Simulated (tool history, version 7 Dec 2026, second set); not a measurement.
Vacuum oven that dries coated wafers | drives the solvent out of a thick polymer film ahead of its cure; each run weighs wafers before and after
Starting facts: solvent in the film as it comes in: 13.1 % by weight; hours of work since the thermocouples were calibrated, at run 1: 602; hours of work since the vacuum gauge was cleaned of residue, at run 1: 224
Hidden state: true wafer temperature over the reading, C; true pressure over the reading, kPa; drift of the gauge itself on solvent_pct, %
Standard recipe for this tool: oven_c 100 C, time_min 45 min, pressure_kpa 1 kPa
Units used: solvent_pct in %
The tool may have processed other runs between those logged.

run,day,oven_c,time_min,pressure_kpa,hours of work since the thermocouples were calibrated,hours of work since the vacuum gauge was cleaned of residue,solvent_pct
1,0,100,45,1,602,224,3.03
2,0.746,100,45,1,614,237,3.06
3,1.438,104,45,1,626,248,2.41
4,1.867,112,45,1,633,256,1.35
5,2.562,112,45,1,645,267,1.31
6,3.054,112,45,1,653,275,1.35
7,3.529,100,40,1,661,283,3.5
8,4.325,100,46,1,674,297,2.96
9,5.067,91,45,1,687,309,4.74
10,5.638,91,43,1,696,319,4.9
11,6.288,91,43,1,707,330,4.86
12,6.638,100,45,1,713,336,3.07
13,7.4,104,45,1,726,348,2.39
14,8.096,104,45,1,737,360,2.43
15,8.542,100,29,1,745,368,4.66
16,9.054,100,29,1,753,376,4.66
17,9.6,100,29,1,763,385,4.67
18,9.975,100,45,1,769,392,3.06
19,10.508,100,45,1.58,778,401,3.3
20,11.075,100,45,1,787,410,3.04
21,11.779,100,45,1,799,422,3.03
22,12.362,94,56,2.72,809,432,4.16
23,12.854,96,60,3.31,817,440,3.87
24,13.3,100,32,1.87,825,447,4.61
25,13.871,100,29,1,834,457,4.65
26,14.725,100,29,1,849,471,4.68
27,15.138,113,69,1,856,478,0.55
28,15.946,113,75,2.56,869,492,0.97
29,16.604,86,43,0.7,880,503,5.68
30,17.383,111,22,0.62,893,516,3.71
# day 17.921: oven's thermocouples calibrated
31,18.154,88,77,0.64,4,527,3.11
32,18.629,100,45,1.21,12,535,3.11
33,19.208,92,60,1.26,22,545,3.6
34,19.95,92,60,1.26,34,558,3.62
35,20.558,92,60,1.26,44,568,3.58
36,20.958,92,60,1.26,51,574,3.6
37,21.529,92,61,1.76,61,584,3.83
38,22.004,92,57,2.2,69,592,4.28
39,22.421,87,45,1,76,599,5.47
40,23.179,103,50,0.56,88,612,2.05
41,23.925,101,25,0.69,101,624,4.97

Each row is a separate what-if for the run after 41, all from the same tool condition, not one after another. Results?
A,24.633,101,34,1.58,113,636,?
B,24.633,114,48,1.95,113,636,?
C,24.633,106,66,3.78,113,636,?

run,solvent_pct
A,4.09
B,1.26
C,2.19
Take away the tool's hidden state, keep each run's random variation, and the runs would have read:
run,solvent_pct
A,4.08
B,1.26
C,2.19
